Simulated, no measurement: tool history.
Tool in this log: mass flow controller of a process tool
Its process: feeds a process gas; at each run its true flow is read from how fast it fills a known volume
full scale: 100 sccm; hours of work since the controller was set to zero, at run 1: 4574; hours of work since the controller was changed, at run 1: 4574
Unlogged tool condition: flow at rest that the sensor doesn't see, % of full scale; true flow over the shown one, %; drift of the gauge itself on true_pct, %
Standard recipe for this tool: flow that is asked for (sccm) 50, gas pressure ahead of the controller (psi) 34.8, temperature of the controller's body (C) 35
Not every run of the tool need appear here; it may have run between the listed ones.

| run | hour | flow that is asked for (sccm) | gas pressure ahead of the controller (psi) | temperature of the controller's body (C) | hours of work since the controller was set to zero | hours of work since the controller was changed | true flow (%) |
|---|---|---|---|---|---|---|---|
| 1 | 0 | 50 | 34.8 | 35 | 4574 | 4574 | 98.51 |
| 2 | 55 | 50 | 34.8 | 35 | 4614 | 4614 | 98.55 |
| 3 | 100.2 | 50 | 34.8 | 35 | 4646 | 4646 | 98.44 |
| 4 | 150.8 | 50 | 26.5 | 35 | 4682 | 4682 | 98.62 |
| 5 | 206.1 | 50 | 26.5 | 35 | 4722 | 4722 | 98.53 |
| 6 | 277.2 | 50 | 34.8 | 35 | 4773 | 4773 | 98.59 |
| 7 | 344.9 | 50 | 30.5 | 35 | 4821 | 4821 | 98.47 |
| 8 | 418.1 | 50 | 30.5 | 35 | 4873 | 4873 | 98.48 |
| 9 | 454.4 | 50 | 30.5 | 35 | 4899 | 4899 | 98.66 |
| 10 | 511.7 | 50 | 30.5 | 35 | 4940 | 4940 | 98.55 |
| 11 | 588.1 | 14 | 34.8 | 35 | 4995 | 4995 | 97.94 |
| 12 | 674.8 | 14 | 34.8 | 35 | 5057 | 5057 | 98.1 |
|  | 706.8 | controller exchanged for a calibrated one |
| 13 | 733.9 | 14 | 21.3 | 27 | 19 | 19 | 98.84 |
| 14 | 770.7 | 11 | 35.2 | 35 | 46 | 46 | 97.91 |
| 15 | 846.6 | 62 | 32.8 | 35 | 100 | 100 | 98.73 |
| 16 | 916.9 | 20 | 22.6 | 30 | 150 | 150 | 98.69 |
| 17 | 999.6 | 25 | 24.1 | 39 | 209 | 209 | 98.05 |
| 18 | 1071 | 11 | 34.8 | 22 | 261 | 261 | 98.65 |
| 19 | 1150.8 | 11 | 34.8 | 22 | 318 | 318 | 98.77 |
| 20 | 1223.4 | 11 | 34.8 | 22 | 370 | 370 | 98.82 |
| 21 | 1284.5 | 11 | 34.8 | 22 | 413 | 413 | 98.75 |
| 22 | 1331.4 | 11 | 34.8 | 22 | 447 | 447 | 98.62 |
| 23 | 1371.8 | 15 | 34.8 | 29 | 476 | 476 | 98.42 |
| 24 | 1441.1 | 12 | 36.7 | 29 | 525 | 525 | 98.2 |

Consider 4 possible next runs. They are alternatives, not a sequence: every one starts from the tool as it was left by run 24. What does each give?
| A | 1480.5 | 15 | 34.8 | 37 | 554 | 554 | ? |
| B | 1480.5 | 64 | 38.6 | 27 | 554 | 554 | ? |
| C | 1480.5 | 24 | 35.1 | 35 | 554 | 554 | ? |
| D | 1480.5 | 15 | 34.8 | 35 | 554 | 554 | ? |

| run | true flow (%) |
|---|---|
| A | 97.79 |
| B | 99.07 |
| C | 98.12 |
| D | 97.95 |
With the hidden condition removed and each run's random variation left untouched, the same runs would have given:
| run | true flow (%) |
|---|---|
| A | 97.8 |
| B | 99.09 |
| C | 98.13 |
| D | 97.96 |
